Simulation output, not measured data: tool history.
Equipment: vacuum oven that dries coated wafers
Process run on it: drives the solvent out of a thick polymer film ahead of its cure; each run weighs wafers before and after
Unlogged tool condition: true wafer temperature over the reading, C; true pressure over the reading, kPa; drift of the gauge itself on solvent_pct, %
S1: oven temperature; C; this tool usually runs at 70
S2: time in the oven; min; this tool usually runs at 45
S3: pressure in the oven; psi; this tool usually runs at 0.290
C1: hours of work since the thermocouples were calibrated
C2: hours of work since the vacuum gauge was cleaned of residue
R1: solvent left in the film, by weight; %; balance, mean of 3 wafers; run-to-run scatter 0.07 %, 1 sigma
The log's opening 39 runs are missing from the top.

Run 40, hour 430.5: usual settings but S1 65 C, S2 34 min, S3 0.848 psi; C1 431; C2 472. Result: R1 15.86 %.
Run 41, hour 440.3: usual settings but S1 65 C, S2 34 min, S3 0.848 psi; C1 435; C2 476. Result: R1 15.89 %.
Run 42, hour 447.7: usual settings but S1 65 C, S2 34 min, S3 0.848 psi; C1 438; C2 480. Result: R1 15.70 %.
Run 43, hour 457.4: usual settings but S2 57 min, S3 0.833 psi; C1 443; C2 484. Result: R1 12.54 %.
Run 44, hour 471.4: usual settings but S1 79 C, S2 36 min, S3 0.196 psi; C1 449; C2 490. Result: R1 2.16 %.
Run 45, hour 484.8: usual settings but S1 79 C, S2 36 min, S3 0.196 psi; C1 455; C2 496. Result: R1 2.10 %.
Run 46, hour 496.7: usual settings but S1 79 C, S2 36 min, S3 0.196 psi; C1 460; C2 502. Result: R1 2.26 %.
Run 47, hour 508.9: usual settings but S1 66 C, S2 27 min, S3 1.072 psi; C1 466; C2 507. Result: R1 16.12 %.
Run 48, hour 524.4: usual settings but S1 66 C, S2 27 min, S3 1.072 psi; C1 472; C2 514. Result: R1 16.55 %.

Forecast each of these 3 alternatives for the next run:
Run A, hour 537.8: usual settings but S1 74 C, S2 59 min, S3 0.731 psi; C1 478; C2 520. Result: R1 ?.
Run B, hour 537.8: usual settings but S1 59 C; C1 478; C2 520. Result: R1 ?.
Run C, hour 537.8: usual settings but S2 46 min, S3 0.234 psi; C1 478; C2 520. Result: R1 ?.

run    R1
  A  9.18
  B  8.73
  C  3.97
Without the tool's unlogged condition, the same runs would have read:
run    R1
  A  9.17
  B  8.72
  C  3.96
